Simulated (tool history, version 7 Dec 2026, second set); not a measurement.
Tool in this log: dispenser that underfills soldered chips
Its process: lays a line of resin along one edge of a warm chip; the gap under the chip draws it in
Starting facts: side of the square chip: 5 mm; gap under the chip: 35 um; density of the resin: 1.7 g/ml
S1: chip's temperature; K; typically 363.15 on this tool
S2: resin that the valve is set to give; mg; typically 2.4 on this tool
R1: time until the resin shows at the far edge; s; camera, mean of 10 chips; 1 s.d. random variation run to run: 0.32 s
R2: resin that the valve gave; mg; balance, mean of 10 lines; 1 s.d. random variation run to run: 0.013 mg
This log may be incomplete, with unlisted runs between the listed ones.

{"run": 1, "hour": 0.0, "S1": 363.15, "S2": 2.4, "R1": 14, "R2": 2.36}
{"hour": 2.2, "done": "new syringe of resin"}
{"run": 2, "hour": 9.4, "S1": 363.15, "S2": 2.4, "R1": 14.8, "R2": 2.34}
{"hour": 10.8, "done": "new syringe of resin"}
{"run": 3, "hour": 17.4, "S1": 363.15, "S2": 2.4, "R1": 14.1, "R2": 2.36}
{"hour": 19.5, "done": "new syringe of resin"}
{"run": 4, "hour": 25.5, "S1": 358.15, "S2": 2.4, "R1": 18.2, "R2": 2.34}
{"hour": 28.2, "done": "new syringe of resin"}
{"run": 5, "hour": 33.0, "S1": 353.15, "S2": 2.4, "R1": 22, "R2": 2.31}
{"hour": 37.2, "done": "new syringe of resin"}
{"run": 6, "hour": 42.1, "S1": 363.15, "S2": 2.4, "R1": 13.5, "R2": 2.3}
{"hour": 45.9, "done": "new syringe of resin"}
{"run": 7, "hour": 46.9, "S1": 351.15, "S2": 2.4, "R1": 21, "R2": 2.3}
{"hour": 54.1, "done": "new syringe of resin"}
{"run": 8, "hour": 55.4, "S1": 363.15, "S2": 2.4, "R1": 12.2, "R2": 2.3}
{"hour": 62.6, "done": "new syringe of resin"}
{"run": 9, "hour": 64.0, "S1": 363.15, "S2": 2.4, "R1": 12.6, "R2": 2.31}
{"hour": 67.9, "done": "dispensing valve cleaned and set on the balance"}
{"hour": 72.0, "done": "new syringe of resin"}
{"run": 10, "hour": 73.2, "S1": 363.15, "S2": 2.05, "R1": 12.7, "R2": 2.03}
{"run": 11, "hour": 77.7, "S1": 363.15, "S2": 2.05, "R1": 14.9, "R2": 2.06}
{"hour": 80.6, "done": "new syringe of resin"}
{"run": 12, "hour": 85.5, "S1": 369.15, "S2": 2.4, "R1": 10.1, "R2": 2.39}
{"hour": 89.2, "done": "new syringe of resin"}
{"run": 13, "hour": 93.1, "S1": 369.15, "S2": 2.4, "R1": 10.2, "R2": 2.37}
{"hour": 97.6, "done": "new syringe of resin"}
{"run": 14, "hour": 101.7, "S1": 369.15, "S2": 2.4, "R1": 9.6, "R2": 2.37}
{"hour": 106.1, "done": "new syringe of resin"}
{"run": 15, "hour": 109.3, "S1": 369.15, "S2": 2.4, "R1": 9.9, "R2": 2.34}
{"hour": 114.7, "done": "new syringe of resin"}
{"run": 16, "hour": 118.3, "S1": 369.15, "S2": 2.4, "R1": 9.6, "R2": 2.34}
{"hour": 123.3, "done": "new syringe of resin"}
{"run": 17, "hour": 126.1, "S1": 369.15, "S2": 2.4, "R1": 9.4, "R2": 2.36}
{"hour": 131.6, "done": "new syringe of resin"}
{"run": 18, "hour": 135.2, "S1": 369.15, "S2": 2.4, "R1": 10.8, "R2": 2.36}
{"hour": 140.2, "done": "new syringe of resin"}
{"run": 19, "hour": 141.4, "S1": 377.15, "S2": 2.06, "R1": 7, "R2": 2.01}
{"run": 20, "hour": 146.9, "S1": 377.15, "S2": 2.06, "R1": 8.6, "R2": 1.98}
{"hour": 148.6, "done": "new syringe of resin"}
{"run": 21, "hour": 154.0, "S1": 364.15, "S2": 2.83, "R1": 13.7, "R2": 2.75}
{"hour": 156.9, "done": "new syringe of resin"}
{"run": 22, "hour": 161.2, "S1": 363.15, "S2": 2.64, "R1": 13.4, "R2": 2.54}
{"hour": 165.3, "done": "new syringe of resin"}
{"run": 23, "hour": 167.7, "S1": 377.15, "S2": 2.26, "R1": 7.2, "R2": 2.19}
{"hour": 174.0, "done": "new syringe of resin"}
{"run": 24, "hour": 175.5, "S1": 377.15, "S2": 2.22, "R1": 6.5, "R2": 2.15}

Forecast run 25:
{"hour": 182.3, "done": "new syringe of resin"}
{"run": 25, "hour": 183.9, "S1": 377.15, "S2": 2.9, "R1": "?", "R2": "?"}

For run 25 the tool returned R1 6.7 s, R2 2.78 mg.
Were there no unlogged condition in the tool, this run, its random variation unchanged, would have produced R1 6 s, R2 2.91 mg.
